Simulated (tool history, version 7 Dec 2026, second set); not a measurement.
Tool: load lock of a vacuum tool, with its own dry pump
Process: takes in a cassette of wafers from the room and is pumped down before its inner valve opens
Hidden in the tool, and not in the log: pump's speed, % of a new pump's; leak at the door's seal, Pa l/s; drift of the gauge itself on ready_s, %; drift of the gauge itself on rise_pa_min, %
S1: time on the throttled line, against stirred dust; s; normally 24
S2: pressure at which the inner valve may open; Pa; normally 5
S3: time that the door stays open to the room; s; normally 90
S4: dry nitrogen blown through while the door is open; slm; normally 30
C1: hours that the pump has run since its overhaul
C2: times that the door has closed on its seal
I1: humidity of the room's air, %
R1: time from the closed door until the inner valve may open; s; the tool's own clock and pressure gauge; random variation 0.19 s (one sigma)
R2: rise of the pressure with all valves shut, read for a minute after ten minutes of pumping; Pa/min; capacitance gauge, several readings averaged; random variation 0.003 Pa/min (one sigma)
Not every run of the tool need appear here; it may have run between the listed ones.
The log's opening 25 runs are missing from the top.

run     hour  S1  S2   S3  S4     C1     C2    I1    R1     R2
 26   9572.6  43   6   90  11   7134   9413  46.1  59.7  0.088
 27   9952.1  24   8  106  14   7514  10562  45.1  43.0  0.093
 28  10184.1  12   5   90  22   7746  11263  48.1  33.9  0.087
 29  10533.0  12  10  103   8   8095  12319  44.8  32.2  0.112
 30  10835.0  38   5   27  30   8397  13233  46.8  56.5  0.074
 31  11244.2  24   5   90  28   8806  14471  46.0  44.3  0.105
 32  11670.3  24   7  100  30   9232  15760  46.5  43.9  0.106
 33  12048.3  24   7  100  30   9610  16903  44.8  43.7  0.107
 34  12347.7  29   5   77   5   9909  17809  42.4  48.5  0.134
 35  12692.9  29   5   77   5  10255  18854  44.0  48.9  0.144
 36  12913.5  29   5   77   5  10475  19521  46.4  49.3  0.155
 37  13380.4  29   6   86   5  10942  20934  47.3  48.7  0.164

What if the next run were any one of these 3? Each begins from the tool's condition after run 37:
  A  13872.9  29   5  120   5  11435  22424  45.0   ?   ?
  B  13872.9  25   5   51  23  11435  22424  43.9   ?   ?
  C  13872.9  24   5  121   9  11435  22424  45.1   ?   ?

run    R1     R2
  A  49.3  0.184
  B  45.9  0.148
  C  45.5  0.178
Take away the tool's hidden state, keep each run's random variation, and the runs would have read:
run    R1     R2
  A  46.4  0.078
  B  43.0  0.040
  C  42.4  0.071

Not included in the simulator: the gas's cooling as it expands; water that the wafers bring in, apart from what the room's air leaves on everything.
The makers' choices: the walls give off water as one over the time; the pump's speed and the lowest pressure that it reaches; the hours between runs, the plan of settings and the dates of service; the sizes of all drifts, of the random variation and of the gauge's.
